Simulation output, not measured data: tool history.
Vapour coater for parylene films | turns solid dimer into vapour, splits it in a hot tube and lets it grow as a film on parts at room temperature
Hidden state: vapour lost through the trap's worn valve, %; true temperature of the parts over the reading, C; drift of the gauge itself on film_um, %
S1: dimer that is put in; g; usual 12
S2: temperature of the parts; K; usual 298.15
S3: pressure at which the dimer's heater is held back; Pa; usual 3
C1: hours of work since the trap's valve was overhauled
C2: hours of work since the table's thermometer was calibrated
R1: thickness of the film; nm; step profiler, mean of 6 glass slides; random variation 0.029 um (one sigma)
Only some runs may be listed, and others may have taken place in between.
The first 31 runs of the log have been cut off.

| run | day | S1 | S2 | S3 | C1 | C2 | R1 |
|---|---|---|---|---|---|---|---|
| 32 | 36.396 | 12 | 299.15 | 3.65 | 512 | 963 | 4550 |
|  | 36.892 | trap's valve overhauled |
| 33 | 37.871 | 12 | 292.15 | 4.78 | 15 | 983 | 5200 |
| 34 | 39.512 | 12 | 304.15 | 3.11 | 39 | 1007 | 4090 |
| 35 | 40.988 | 12 | 294.15 | 8.58 | 62 | 1029 | 4270 |
| 36 | 41.704 | 12 | 308.15 | 8.58 | 72 | 1040 | 2870 |
| 37 | 42.704 | 9 | 302.15 | 11.12 | 87 | 1055 | 2420 |
| 38 | 43.675 | 9 | 299.15 | 4.67 | 102 | 1070 | 3220 |
| 39 | 44.842 | 12 | 306.15 | 3 | 120 | 1087 | 3850 |
| 40 | 45.925 | 8 | 298.15 | 4.53 | 136 | 1104 | 2980 |
| 41 | 47.158 | 12 | 298.15 | 4.26 | 154 | 1122 | 4520 |
|  | 47.533 | table's thermometer calibrated |
| 42 | 48.246 | 17 | 310.15 | 3 | 170 | 11 | 4880 |
| 43 | 49.608 | 17 | 310.15 | 3 | 191 | 31 | 4910 |
| 44 | 51.238 | 13 | 297.15 | 3 | 215 | 56 | 5490 |
| 45 | 52.846 | 13 | 297.15 | 3 | 239 | 80 | 5450 |
| 46 | 53.867 | 13 | 297.15 | 3 | 255 | 95 | 5500 |
| 47 | 54.542 | 20 | 293.15 | 8.49 | 265 | 105 | 7370 |

Predict each of these 3 candidate next runs independently; none follows another, all start after run 47:
| A | 55.258 | 12 | 295.15 | 3 | 276 | 116 | ? |
| B | 55.258 | 13 | 301.15 | 2.57 | 276 | 116 | ? |
| C | 55.258 | 5 | 302.15 | 2.82 | 276 | 116 | ? |

| run | R1 |
|---|---|
| A | 5330 |
| B | 5120 |
| C | 1830 |
What these runs would have given with no unlogged condition in the tool:
| run | R1 |
|---|---|
| A | 5340 |
| B | 5130 |
| C | 1840 |

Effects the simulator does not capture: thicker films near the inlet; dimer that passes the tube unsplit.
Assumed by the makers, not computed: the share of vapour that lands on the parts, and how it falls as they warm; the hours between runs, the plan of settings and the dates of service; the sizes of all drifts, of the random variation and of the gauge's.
